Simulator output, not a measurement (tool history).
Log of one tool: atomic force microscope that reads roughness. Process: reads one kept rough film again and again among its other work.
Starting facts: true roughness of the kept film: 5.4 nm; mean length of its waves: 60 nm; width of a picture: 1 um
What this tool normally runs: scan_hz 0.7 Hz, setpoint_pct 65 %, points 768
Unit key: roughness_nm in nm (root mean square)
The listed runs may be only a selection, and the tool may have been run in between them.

run	hour	scan_hz	setpoint_pct	points	roughness_nm
1	0	0.7	65	768	5.049
2	44.8	0.7	65	768	4.917
3	79.4	0.7	65	768	4.889
4	113.9	0.7	65	336	4.797
5	157.6	0.7	65	741	4.742
6	222.5	0.7	65	768	4.644
7	273.3	0.7	55	768	5.094
8	315.2	2.265	55	768	4.879
9	382	0.7	56	768	4.877
10	410.7	0.7	65	268	4.741
11	477.3	0.7	65	268	4.593
12	536.1	0.7	65	268	5.008
13	577.4	0.7	65	268	4.881
14	641.7	0.7	65	268	4.811
15	673.6	0.7	65	268	4.795
16	716.1	0.7	66	768	4.676
17	774.7	0.699	80	1018	4.453
18	828.1	1.861	65	769	4.755
19	870.1	1.861	65	769	4.725
20	908.7	1.136	65	614	4.799
21	962	1.413	77	475	4.471
22	1007.7	0.7	70	506	4.65
23	1036.4	0.591	83	849	4.508
24	1104.7	3.517	79	265	4.074
25	1143.3	3.517	64	324	4.49

Put back what was entered between runs (6 entries, withheld): which listed runs does each sit between, and how does the hidden state differ from the listed run before to the listed run after?
Runs 6 to 7: new tip fitted (hour 259.5)
  radius of the tip, nm: 23.4 -> 8.2; height scale over the true one, %: -0.21 -> -0.25
  measured minus no-state result, roughness_nm: -0.442 -> -0.047 nm (root mean square)
Runs 11 to 12: new tip fitted (hour 524.9)
  radius of the tip, nm: 21.9 -> 7.8; height scale over the true one, %: -0.42 -> -0.47
  measured minus no-state result, roughness_nm: -0.412 -> -0.047 nm (root mean square)
Runs 16 to 17: height scale calibrated on a step standard (hour 721.7)
  radius of the tip, nm: 20.4 -> 24.5; height scale over the true one, %: -0.63 -> -0.75
  measured minus no-state result, roughness_nm: -0.389 -> -0.479 nm (root mean square)
Runs 17 to 18: new tip fitted (hour 789.7)
  radius of the tip, nm: 24.5 -> 10; height scale over the true one, %: -0.75 -> -0.8
  measured minus no-state result, roughness_nm: -0.479 -> -0.12 nm (root mean square)
Runs 18 to 19: height scale calibrated on a step standard, once more (hour 839.5)
  radius of the tip, nm: 10 -> 12.6; height scale over the true one, %: -0.8 -> 0.05
  measured minus no-state result, roughness_nm: -0.12 -> -0.149 nm (root mean square)
Runs 23 to 24: new tip fitted (hour 1055)
  radius of the tip, nm: 23.8 -> 10.6; height scale over the true one, %: -0.1 -> -0.16
  measured minus no-state result, roughness_nm: -0.436 -> -0.09 nm (root mean square)
